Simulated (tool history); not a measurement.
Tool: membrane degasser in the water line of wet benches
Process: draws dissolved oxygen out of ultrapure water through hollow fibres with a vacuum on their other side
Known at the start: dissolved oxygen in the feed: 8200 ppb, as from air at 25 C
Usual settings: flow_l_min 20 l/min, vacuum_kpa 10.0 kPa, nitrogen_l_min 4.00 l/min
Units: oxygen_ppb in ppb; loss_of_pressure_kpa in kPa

| run | hour | flow_l_min | vacuum_kpa | nitrogen_l_min | oxygen_ppb | loss_of_pressure_kpa |
|---|---|---|---|---|---|---|
| 1 | 0.0 | 20 | 10.0 | 4.00 | 89.9 | 34.64 |
| 2 | 96.1 | 26 | 10.0 | 4.00 | 118.7 | 45.12 |
| 3 | 161.8 | 20 | 10.0 | 9.72 | 40.6 | 34.76 |
| 4 | 233.0 | 20 | 10.0 | 9.72 | 41.1 | 34.84 |
| 5 | 344.3 | 15 | 10.0 | 4.00 | 67.0 | 25.71 |
|  | 395.3 | seals of the vacuum lines changed |
| 6 | 427.8 | 20 | 10.0 | 4.00 | 89.2 | 34.67 |
| 7 | 502.0 | 20 | 10.0 | 4.00 | 88.9 | 34.79 |
| 8 | 596.6 | 20 | 10.0 | 4.00 | 88.3 | 34.69 |
| 9 | 677.1 | 20 | 10.0 | 4.00 | 89.2 | 34.78 |
| 10 | 766.7 | 20 | 10.0 | 4.00 | 89.4 | 34.53 |
| 11 | 837.9 | 20 | 10.0 | 4.00 | 89.6 | 34.47 |
| 12 | 898.6 | 20 | 10.0 | 5.72 | 65.9 | 34.75 |
| 13 | 977.0 | 20 | 10.0 | 5.72 | 64.8 | 34.89 |
| 14 | 1024.9 | 20 | 16.2 | 5.72 | 118.4 | 34.58 |
| 15 | 1120.3 | 20 | 16.2 | 5.72 | 119.9 | 34.71 |
| 16 | 1213.1 | 20 | 16.2 | 5.72 | 116.0 | 34.71 |
| 17 | 1290.8 | 20 | 16.2 | 5.72 | 116.5 | 34.98 |
| 18 | 1363.6 | 21 | 8.0 | 2.31 | 112.4 | 36.24 |
| 19 | 1435.8 | 23 | 19.5 | 2.45 | 359.9 | 40.09 |
| 20 | 1507.1 | 19 | 18.9 | 6.77 | 114.6 | 33.20 |
|  | 1512.6 | vacuum gauge calibrated |
| 21 | 1585.8 | 13 | 18.9 | 3.16 | 160.7 | 22.73 |

Forecast run 22:
| 22 | 1665.9 | 20 | 10.0 | 4.00 | ? | ? |

oxygen_ppb: 91.4 ppb
loss_of_pressure_kpa: 34.77 kPa
Without the tool's hidden state the same run would have given oxygen_ppb 87.7 ppb, loss_of_pressure_kpa 34.38 kPa.
